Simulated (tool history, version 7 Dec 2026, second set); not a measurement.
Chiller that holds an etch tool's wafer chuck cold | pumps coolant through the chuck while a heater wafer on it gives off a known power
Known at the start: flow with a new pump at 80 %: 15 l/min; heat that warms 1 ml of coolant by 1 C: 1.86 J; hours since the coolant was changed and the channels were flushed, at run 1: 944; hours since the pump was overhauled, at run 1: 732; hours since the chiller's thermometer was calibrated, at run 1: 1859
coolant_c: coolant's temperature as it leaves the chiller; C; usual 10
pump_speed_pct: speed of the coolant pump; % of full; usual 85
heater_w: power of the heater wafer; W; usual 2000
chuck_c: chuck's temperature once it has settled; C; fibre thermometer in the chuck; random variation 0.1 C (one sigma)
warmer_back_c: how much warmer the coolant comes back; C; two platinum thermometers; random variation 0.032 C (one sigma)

| run | hour | coolant_c | pump_speed_pct | heater_w | hours since the coolant was changed and the channels were flushed | hours since the pump was overhauled | hours since the chiller's thermometer was calibrated | chuck_c | warmer_back_c |
|---|---|---|---|---|---|---|---|---|---|
| 1 | 0 | 10 | 85 | 2000 | 944 | 732 | 1859 | 23.1 | 3.99 |
| 2 | 34.7 | 10 | 85 | 1261 | 979 | 767 | 1893 | 18.4 | 2.58 |
| 3 | 63.6 | 10 | 85 | 1261 | 1008 | 796 | 1922 | 18.3 | 2.57 |
| 4 | 83.8 | 10 | 85 | 2717 | 1028 | 816 | 1942 | 28 | 5.56 |
| 5 | 103.4 | 10 | 85 | 1010 | 1047 | 836 | 1962 | 16.7 | 2.12 |
| 6 | 145.9 | 10 | 66 | 1010 | 1090 | 878 | 2004 | 18.3 | 2.72 |
| 7 | 169.3 | 10 | 66 | 2747 | 1113 | 902 | 2028 | 32.3 | 7.21 |
| 8 | 187.1 | 10 | 85 | 2922 | 1131 | 919 | 2046 | 29.5 | 5.91 |
| 9 | 210.5 | 10 | 85 | 2922 | 1154 | 943 | 2069 | 29.4 | 5.95 |
| 10 | 230.2 | 10 | 85 | 2922 | 1174 | 963 | 2089 | 29.3 | 5.93 |
| 11 | 252.9 | 10 | 85 | 2922 | 1197 | 985 | 2111 | 29.3 | 6.02 |
| 12 | 294.8 | 10 | 85 | 2808 | 1239 | 1027 | 2153 | 28.6 | 5.87 |
| 13 | 314.8 | 10 | 85 | 2808 | 1259 | 1047 | 2173 | 28.6 | 5.76 |
| 14 | 351.1 | 10 | 85 | 2808 | 1295 | 1083 | 2210 | 28.5 | 5.81 |
| 15 | 375.2 | 10 | 85 | 2000 | 1319 | 1108 | 2234 | 23.1 | 4.17 |
| 16 | 392.8 | 10 | 85 | 2000 | 1337 | 1125 | 2251 | 23.2 | 4.13 |
| 17 | 429.3 | 4 | 61 | 2921 | 1373 | 1162 | 2288 | 29.4 | 8.53 |
|  | 457.5 | gauge calibrated |
| 18 | 467.9 | 1 | 85 | 2000 | 1412 | 1200 | 2326 | 14.2 | 4.02 |
| 19 | 506.5 | 4 | 80 | 2000 | 1450 | 1239 | 2365 | 17.8 | 4.26 |

Forecast run 20:
| 20 | 547 | 4 | 80 | 2000 | 1491 | 1279 | 2406 | ? | ? |

{"run 20": {"chuck_c": 17.9, "warmer_back_c": 4.3}}
Without the tool's hidden state the same run would have given chuck_c 17.9 C, warmer_back_c 4.26 C.
